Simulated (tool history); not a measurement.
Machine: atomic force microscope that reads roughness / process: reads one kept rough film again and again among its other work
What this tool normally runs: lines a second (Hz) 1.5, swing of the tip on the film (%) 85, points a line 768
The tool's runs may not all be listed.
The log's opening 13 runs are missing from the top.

run	day	lines a second (Hz)	swing of the tip on the film (%)	points a line	roughness of the kept film (nm (root mean square))
14	6.738	1.5	85	768	3.096
15	7.029	1.5	85	768	3.008
16	7.646	1.5	85	768	2.923
# day 8.025: new tip fitted
17	8.275	0.54	77	768	3.968
18	8.938	0.86	85	529	3.573
19	9.538	0.86	61	771	3.637
20	10.008	3.05	65	768	3.256
21	10.575	3.05	65	768	3.134
22	11.038	0.74	79	704	3.172
# day 11.55: new tip fitted
23	11.662	0.74	79	704	3.878
24	12.221	0.74	79	704	3.722
25	12.742	0.74	58	704	3.754
26	13.017	1.84	80	649	3.276
27	13.425	1.84	71	649	3.325
28	13.717	1.5	79	439	3.171
29	14.338	1.5	79	439	3.016

Run 30 comes next. What will it give?
30	14.912	1.5	88	747	?

{"run 30": {"roughness of the kept film (nm (root mean square))": 2.801}}
With the hidden condition absent and the run-to-run variation left alone, this run would have shown roughness of the kept film (nm (root mean square)) 3.58.
